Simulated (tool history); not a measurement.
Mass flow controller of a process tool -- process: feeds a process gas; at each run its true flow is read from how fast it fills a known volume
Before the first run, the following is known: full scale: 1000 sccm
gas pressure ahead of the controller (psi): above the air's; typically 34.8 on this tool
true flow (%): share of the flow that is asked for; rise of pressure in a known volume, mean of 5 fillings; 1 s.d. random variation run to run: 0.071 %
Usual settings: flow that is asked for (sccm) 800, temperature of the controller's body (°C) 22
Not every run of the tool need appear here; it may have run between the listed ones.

run	hour	flow that is asked for (sccm)	gas pressure ahead of the controller (psi)	temperature of the controller's body (°C)	true flow (%)
1	0.0	800	34.8	22	100.67
2	175.2	800	34.8	22	100.43
3	339.2	800	21.0	22	100.06
4	480.3	800	21.0	22	99.92
5	651.9	204	21.0	22	99.85
6	758.5	204	21.0	22	99.73
7	926.3	800	34.8	22	100.53
8	1076.4	426	34.8	22	100.33
9	1199.5	548	34.8	22	100.44
10	1292.3	548	34.8	22	100.44
11	1474.2	800	36.8	22	100.57
12	1575.5	800	36.8	22	100.51
13	1723.6	800	34.8	22	100.45
14	1873.8	425	34.8	22	100.34
15	2054.1	676	34.8	22	100.51
16	2255.1	800	36.5	22	100.48
17	2423.3	800	34.8	22	100.60
18	2537.5	174	34.8	22	100.28
19	2643.4	413	32.1	38	98.31
20	2776.9	283	22.8	32	98.77
21	2873.0	283	22.8	32	98.72
22	3053.2	283	22.8	32	98.60
23	3154.5	283	33.8	34	98.81
24	3248.3	800	29.4	20	100.51
25	3376.8	700	35.1	31	99.53
26	3458.1	700	35.1	31	99.48
27	3631.3	700	35.1	31	99.46
28	3720.3	700	35.1	31	99.44
29	3829.1	557	34.8	22	100.26
30	4013.7	557	34.8	22	100.53
31	4133.1	557	34.8	22	100.42
32	4214.1	160	34.8	22	100.33
33	4411.8	195	20.7	21	99.76
34	4548.6	800	39.0	28	100.04
35	4709.2	125	24.5	25	99.58
36	4805.1	125	24.5	25	99.47

5 options for the next run, each taken on its own from the tool as it stands now. Forecast them:
A	4961.3	737	29.6	32	?
B	4961.3	117	20.7	21	?
C	4961.3	794	37.0	22	?
D	4961.3	730	36.7	22	?
E	4961.3	644	34.8	22	?

run	true flow (%)
A	99.02
B	99.82
C	100.60
D	100.51
E	100.56
Take away the tool's hidden state, keep each run's random variation, and the runs would have read:
run	true flow (%)
A	99.02
B	99.83
C	100.59
D	100.51
E	100.56
